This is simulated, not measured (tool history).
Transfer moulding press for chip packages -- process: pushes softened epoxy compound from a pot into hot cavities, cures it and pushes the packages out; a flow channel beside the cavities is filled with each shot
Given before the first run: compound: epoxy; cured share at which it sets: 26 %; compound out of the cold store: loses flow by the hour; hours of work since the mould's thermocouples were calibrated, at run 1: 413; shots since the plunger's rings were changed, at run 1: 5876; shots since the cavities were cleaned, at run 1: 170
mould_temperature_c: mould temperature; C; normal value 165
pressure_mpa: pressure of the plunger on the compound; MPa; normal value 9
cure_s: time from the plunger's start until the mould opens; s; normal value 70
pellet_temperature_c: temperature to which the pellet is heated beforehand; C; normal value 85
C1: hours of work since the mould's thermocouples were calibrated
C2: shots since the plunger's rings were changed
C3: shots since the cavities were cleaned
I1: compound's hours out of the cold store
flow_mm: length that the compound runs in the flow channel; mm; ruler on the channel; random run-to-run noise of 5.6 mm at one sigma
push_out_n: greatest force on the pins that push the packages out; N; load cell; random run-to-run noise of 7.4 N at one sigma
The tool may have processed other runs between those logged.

run 1 hour=0 | mould_temperature_c=165 pressure_mpa=9 cure_s=70 pellet_temperature_c=85 | C1=413 C2=5876 C3=170 | I1=47.4 | flow_mm=502 push_out_n=374
-- hour=4.1 plunger's sealing rings changed
run 2 hour=20.9 | mould_temperature_c=165 pressure_mpa=9 cure_s=67 pellet_temperature_c=85 | C1=426 C2=267 C3=463 | I1=39.6 | flow_mm=611 push_out_n=479
-- hour=29.7 cavities cleaned with cleaning compound and waxed
run 3 hour=49.9 | mould_temperature_c=165 pressure_mpa=9 cure_s=67 pellet_temperature_c=85 | C1=444 C2=705 C3=322 | I1=17.8 | flow_mm=699 push_out_n=453
-- hour=66 cavities cleaned with cleaning compound and waxed
run 4 hour=67.9 | mould_temperature_c=165 pressure_mpa=9 cure_s=70 pellet_temperature_c=85 | C1=455 C2=969 C3=31 | I1=10.7 | flow_mm=752 push_out_n=348
run 5 hour=93.1 | mould_temperature_c=165 pressure_mpa=9 cure_s=70 pellet_temperature_c=85 | C1=472 C2=1370 C3=432 | I1=32.3 | flow_mm=630 push_out_n=436
-- hour=102.2 cavities cleaned with cleaning compound and waxed
run 6 hour=117 | mould_temperature_c=165 pressure_mpa=8.14 cure_s=70 pellet_temperature_c=85 | C1=487 C2=1726 C3=236 | I1=9.1 | flow_mm=702 push_out_n=436
run 7 hour=128.9 | mould_temperature_c=165 pressure_mpa=8.14 cure_s=70 pellet_temperature_c=84 | C1=495 C2=1917 C3=427 | I1=30.1 | flow_mm=597 push_out_n=452
-- hour=138.4 cavities cleaned with cleaning compound and waxed
run 8 hour=157.8 | mould_temperature_c=165 pressure_mpa=8.14 cure_s=70 pellet_temperature_c=84 | C1=514 C2=2353 C3=310 | I1=28.2 | flow_mm=606 push_out_n=405
-- hour=176.1 cavities cleaned with cleaning compound and waxed
run 9 hour=183.8 | mould_temperature_c=165 pressure_mpa=8.14 cure_s=70 pellet_temperature_c=84 | C1=530 C2=2742 C3=121 | I1=34.8 | flow_mm=565 push_out_n=383
run 10 hour=197.4 | mould_temperature_c=168 pressure_mpa=9 cure_s=70 pellet_temperature_c=85 | C1=539 C2=2960 C3=339 | I1=20.6 | flow_mm=653 push_out_n=393
-- hour=212.1 cavities cleaned with cleaning compound and waxed
run 11 hour=219.2 | mould_temperature_c=165 pressure_mpa=8.38 cure_s=70 pellet_temperature_c=85 | C1=553 C2=3283 C3=112 | I1=11.2 | flow_mm=688 push_out_n=383
-- hour=248.1 cavities cleaned with cleaning compound and waxed
run 12 hour=249.4 | mould_temperature_c=165 pressure_mpa=9 cure_s=70 pellet_temperature_c=85 | C1=572 C2=3740 C3=20 | I1=32 | flow_mm=602 push_out_n=333
run 13 hour=261.6 | mould_temperature_c=165 pressure_mpa=9 cure_s=70 pellet_temperature_c=85 | C1=581 C2=3935 C3=215 | I1=28.7 | flow_mm=609 push_out_n=411
-- hour=284.3 cavities cleaned with cleaning compound and waxed
run 14 hour=286.8 | mould_temperature_c=171 pressure_mpa=9.31 cure_s=70 pellet_temperature_c=85 | C1=597 C2=4313 C3=40 | I1=12.4 | flow_mm=683 push_out_n=302
run 15 hour=299 | mould_temperature_c=171 pressure_mpa=9.31 cure_s=70 pellet_temperature_c=85 | C1=605 C2=4507 C3=234 | I1=28.5 | flow_mm=603 push_out_n=352
run 16 hour=316.2 | mould_temperature_c=171 pressure_mpa=9.31 cure_s=70 pellet_temperature_c=85 | C1=616 C2=4781 C3=508 | I1=21 | flow_mm=642 push_out_n=400
-- hour=320.4 cavities cleaned with cleaning compound and waxed
run 17 hour=346.6 | mould_temperature_c=168 pressure_mpa=7.18 cure_s=56 pellet_temperature_c=89 | C1=636 C2=5242 C3=418 | I1=11.1 | flow_mm=592 push_out_n=566
-- hour=357.2 cavities cleaned with cleaning compound and waxed
run 18 hour=368.5 | mould_temperature_c=164 pressure_mpa=9.25 cure_s=82 pellet_temperature_c=80 | C1=650 C2=5567 C3=181 | I1=45.3 | flow_mm=532 push_out_n=357
run 19 hour=382.6 | mould_temperature_c=165 pressure_mpa=9 cure_s=70 pellet_temperature_c=76 | C1=659 C2=5791 C3=405 | I1=16.9 | flow_mm=630 push_out_n=467
-- hour=391.3 plunger's sealing rings changed
-- hour=395.5 cavities cleaned with cleaning compound and waxed
run 20 hour=409.2 | mould_temperature_c=165 pressure_mpa=9 cure_s=70 pellet_temperature_c=86 | C1=674 C2=262 C3=218 | I1=29.4 | flow_mm=651 push_out_n=413
run 21 hour=426.8 | mould_temperature_c=165 pressure_mpa=9.24 cure_s=71 pellet_temperature_c=86 | C1=686 C2=543 C3=499 | I1=37.6 | flow_mm=620 push_out_n=458
-- hour=431.8 cavities cleaned with cleaning compound and waxed
run 22 hour=443.5 | mould_temperature_c=165 pressure_mpa=9.24 cure_s=67 pellet_temperature_c=78 | C1=696 C2=785 C3=188 | I1=47.8 | flow_mm=580 push_out_n=404
-- hour=467.7 cavities cleaned with cleaning compound and waxed
run 23 hour=471.5 | mould_temperature_c=165 pressure_mpa=9 cure_s=55 pellet_temperature_c=85 | C1=714 C2=1206 C3=60 | I1=22.9 | flow_mm=675 push_out_n=550
run 24 hour=499.2 | mould_temperature_c=165 pressure_mpa=9.13 cure_s=55 pellet_temperature_c=77 | C1=733 C2=1648 C3=502 | I1=23.8 | flow_mm=667 push_out_n=748
-- hour=505.2 cavities cleaned with cleaning compound and waxed
run 25 hour=525.1 | mould_temperature_c=165 pressure_mpa=9.13 cure_s=55 pellet_temperature_c=77 | C1=749 C2=2037 C3=317 | I1=41 | flow_mm=580 push_out_n=661
-- hour=541 cavities cleaned with cleaning compound and waxed
run 26 hour=541 | mould_temperature_c=163 pressure_mpa=9 cure_s=70 pellet_temperature_c=85 | C1=759 C2=2266 C3=0 | I1=16.5 | flow_mm=701 push_out_n=398

Forecast each of these 3 alternatives for the next run:
run A hour=560.6 | mould_temperature_c=163 pressure_mpa=9.15 cure_s=70 pellet_temperature_c=83 | C1=772 C2=2578 C3=312 | I1=10.4 | flow_mm=? push_out_n=?
run B hour=560.6 | mould_temperature_c=163 pressure_mpa=7.5 cure_s=70 pellet_temperature_c=85 | C1=772 C2=2578 C3=312 | I1=28.4 | flow_mm=? push_out_n=?
run C hour=560.6 | mould_temperature_c=161 pressure_mpa=9 cure_s=70 pellet_temperature_c=78 | C1=772 C2=2578 C3=312 | I1=28.6 | flow_mm=? push_out_n=?

run=A flow_mm=736 push_out_n=502
run=B flow_mm=580 push_out_n=472
run=C flow_mm=640 push_out_n=538
With no hidden state in the tool, these same runs would have given:
run=A flow_mm=773 push_out_n=362
run=B flow_mm=609 push_out_n=344
run=C flow_mm=673 push_out_n=386
